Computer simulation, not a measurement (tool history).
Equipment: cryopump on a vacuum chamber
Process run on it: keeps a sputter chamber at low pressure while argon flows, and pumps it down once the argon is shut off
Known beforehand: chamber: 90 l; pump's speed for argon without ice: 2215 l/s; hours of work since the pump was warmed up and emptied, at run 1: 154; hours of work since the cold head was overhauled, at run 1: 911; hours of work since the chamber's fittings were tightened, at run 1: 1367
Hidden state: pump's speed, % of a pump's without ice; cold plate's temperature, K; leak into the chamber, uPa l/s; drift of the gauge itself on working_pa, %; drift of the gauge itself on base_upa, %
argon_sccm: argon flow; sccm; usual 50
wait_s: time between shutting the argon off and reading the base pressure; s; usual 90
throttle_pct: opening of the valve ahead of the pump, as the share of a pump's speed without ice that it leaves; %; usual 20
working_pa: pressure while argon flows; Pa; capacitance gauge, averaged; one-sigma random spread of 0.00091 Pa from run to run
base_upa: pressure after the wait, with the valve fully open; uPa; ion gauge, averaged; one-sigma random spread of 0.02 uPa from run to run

run	hour	argon_sccm	wait_s	throttle_pct	hours of work since the pump was warmed up and emptied	hours of work since the cold head was overhauled	hours of work since the chamber's fittings were tightened	working_pa	base_upa
1	0.0	50	90	20	154	911	1367	0.1920	0.67
2	55.4	50	90	20	183	940	1396	0.1941	0.69
3	107.0	50	90	20	210	967	1423	0.1939	0.65
4	163.3	50	90	20	240	996	1452	0.1953	0.71
5	189.5	50	90	20	253	1010	1466	0.1951	0.69
6	246.8	50	90	20	283	1040	1496	0.1948	0.71
7	291.7	54	90	20	307	1064	1519	0.2126	0.73
8	342.2	69	224	29	333	1090	1546	0.1887	0.51
9	380.2	64	64	48	353	1110	1566	0.1100	0.87
10	424.9	64	64	15	377	1134	1589	0.3320	0.87
11	486.2	50	90	30	409	1166	1621	0.1343	0.74
12	530.1	50	196	20	432	1189	1644	0.1986	0.56

Run 13, settings as shown, results not yet in. Your forecast:
13	583.3	21	59	20	460	1217	1672	?	?

{"run 13": {"working_pa": 0.0836, "base_upa": 0.96}}
The same run, on a tool lacking any hidden state, would have yielded working_pa 0.0801 Pa, base_upa 0.72 uPa.
